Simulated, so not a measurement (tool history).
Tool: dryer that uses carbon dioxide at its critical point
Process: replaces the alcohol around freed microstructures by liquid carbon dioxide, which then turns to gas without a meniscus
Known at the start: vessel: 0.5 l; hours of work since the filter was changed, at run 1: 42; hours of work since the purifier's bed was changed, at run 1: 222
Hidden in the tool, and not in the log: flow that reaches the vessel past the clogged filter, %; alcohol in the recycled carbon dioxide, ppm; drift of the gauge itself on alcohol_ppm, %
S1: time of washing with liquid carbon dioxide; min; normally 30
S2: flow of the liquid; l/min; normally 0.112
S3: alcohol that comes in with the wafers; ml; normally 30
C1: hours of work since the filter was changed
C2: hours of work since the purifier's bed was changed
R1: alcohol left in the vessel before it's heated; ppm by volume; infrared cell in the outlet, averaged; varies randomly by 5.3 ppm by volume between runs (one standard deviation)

{"run": 1, "hour": 0.0, "S1": 30, "S2": 0.112, "S3": 30, "C1": 42, "C2": 222, "R1": 165}
{"run": 2, "hour": 18.6, "S1": 19, "S2": 0.112, "S3": 30, "C1": 50, "C2": 230, "R1": 1232}
{"run": 3, "hour": 52.9, "S1": 19, "S2": 0.112, "S3": 30, "C1": 63, "C2": 243, "R1": 1268}
{"run": 4, "hour": 82.1, "S1": 19, "S2": 0.112, "S3": 30, "C1": 75, "C2": 255, "R1": 1240}
{"run": 5, "hour": 103.8, "S1": 19, "S2": 0.112, "S3": 30, "C1": 84, "C2": 264, "R1": 1283}
{"run": 6, "hour": 118.2, "S1": 30, "S2": 0.164, "S3": 30, "C1": 90, "C2": 269, "R1": 69}
{"run": 7, "hour": 137.3, "S1": 30, "S2": 0.164, "S3": 30, "C1": 97, "C2": 277, "R1": 71}
{"run": 8, "hour": 167.0, "S1": 36, "S2": 0.164, "S3": 30, "C1": 109, "C2": 289, "R1": 62}
{"run": 9, "hour": 191.2, "S1": 36, "S2": 0.164, "S3": 30, "C1": 119, "C2": 299, "R1": 74}
{"run": 10, "hour": 220.1, "S1": 30, "S2": 0.112, "S3": 30, "C1": 130, "C2": 310, "R1": 198}
{"run": 11, "hour": 244.2, "S1": 30, "S2": 0.112, "S3": 30, "C1": 140, "C2": 320, "R1": 203}
{"run": 12, "hour": 277.8, "S1": 30, "S2": 0.112, "S3": 30, "C1": 154, "C2": 333, "R1": 214}
{"run": 13, "hour": 306.1, "S1": 30, "S2": 0.112, "S3": 102, "C1": 165, "C2": 345, "R1": 579}
{"run": 14, "hour": 336.6, "S1": 30, "S2": 0.112, "S3": 102, "C1": 177, "C2": 357, "R1": 601}
{"run": 15, "hour": 353.1, "S1": 30, "S2": 0.112, "S3": 102, "C1": 184, "C2": 364, "R1": 564}
{"run": 16, "hour": 377.7, "S1": 30, "S2": 0.112, "S3": 102, "C1": 194, "C2": 373, "R1": 596}
{"run": 17, "hour": 391.9, "S1": 30, "S2": 0.112, "S3": 30, "C1": 199, "C2": 379, "R1": 237}
{"run": 18, "hour": 421.6, "S1": 25, "S2": 0.112, "S3": 30, "C1": 211, "C2": 391, "R1": 502}
{"run": 19, "hour": 448.6, "S1": 25, "S2": 0.112, "S3": 40, "C1": 222, "C2": 402, "R1": 652}
{"run": 20, "hour": 465.0, "S1": 30, "S2": 0.112, "S3": 38, "C1": 229, "C2": 408, "R1": 298}
{"run": 21, "hour": 490.0, "S1": 30, "S2": 0.086, "S3": 30, "C1": 239, "C2": 418, "R1": 765}
{"run": 22, "hour": 506.9, "S1": 24, "S2": 0.086, "S3": 26, "C1": 245, "C2": 425, "R1": 1570}
{"run": 23, "hour": 526.4, "S1": 24, "S2": 0.086, "S3": 26, "C1": 253, "C2": 433, "R1": 1585}
{"run": 24, "hour": 557.3, "S1": 37, "S2": 0.184, "S3": 34, "C1": 266, "C2": 445, "R1": 91}
{"run": 25, "hour": 579.6, "S1": 37, "S2": 0.184, "S3": 34, "C1": 275, "C2": 454, "R1": 100}
{"run": 26, "hour": 599.7, "S1": 29, "S2": 0.164, "S3": 106, "C1": 283, "C2": 462, "R1": 132}
{"run": 27, "hour": 625.1, "S1": 32, "S2": 0.15, "S3": 48, "C1": 293, "C2": 473, "R1": 118}
{"run": 28, "hour": 649.7, "S1": 22, "S2": 0.094, "S3": 62, "C1": 303, "C2": 482, "R1": 3707}
{"run": 29, "hour": 673.8, "S1": 22, "S2": 0.094, "S3": 62, "C1": 312, "C2": 492, "R1": 3681}
{"run": 30, "hour": 700.9, "S1": 22, "S2": 0.094, "S3": 62, "C1": 323, "C2": 503, "R1": 3769}
{"run": 31, "hour": 723.7, "S1": 32, "S2": 0.127, "S3": 30, "C1": 332, "C2": 512, "R1": 162}
{"run": 32, "hour": 754.9, "S1": 32, "S2": 0.127, "S3": 30, "C1": 345, "C2": 525, "R1": 163}
{"run": 33, "hour": 786.0, "S1": 42, "S2": 0.112, "S3": 25, "C1": 357, "C2": 537, "R1": 126}
{"run": 34, "hour": 820.1, "S1": 37, "S2": 0.127, "S3": 35, "C1": 371, "C2": 551, "R1": 133}
{"run": 35, "hour": 835.2, "S1": 29, "S2": 0.158, "S3": 23, "C1": 377, "C2": 557, "R1": 136}
{"run": 36, "hour": 863.2, "S1": 29, "S2": 0.158, "S3": 23, "C1": 388, "C2": 568, "R1": 141}
{"run": 37, "hour": 887.7, "S1": 29, "S2": 0.158, "S3": 23, "C1": 398, "C2": 578, "R1": 134}
{"run": 38, "hour": 910.9, "S1": 20, "S2": 0.142, "S3": 83, "C1": 407, "C2": 587, "R1": 1403}
{"run": 39, "hour": 932.8, "S1": 39, "S2": 0.142, "S3": 83, "C1": 416, "C2": 596, "R1": 132}

Forecast each of these 3 alternatives for the next run:
{"run": "A", "hour": 962.3, "S1": 46, "S2": 0.069, "S3": 119, "C1": 428, "C2": 608, "R1": "?"}
{"run": "B", "hour": 962.3, "S1": 46, "S2": 0.087, "S3": 20, "C1": 428, "C2": 608, "R1": "?"}
{"run": "C", "hour": 962.3, "S1": 24, "S2": 0.152, "S3": 69, "C1": 428, "C2": 608, "R1": "?"}

run=A R1=1430
run=B R1=181
run=C R1=418
Take away the tool's hidden state, keep each run's random variation, and the runs would have read:
run=A R1=672
run=B R1=29
run=C R1=142
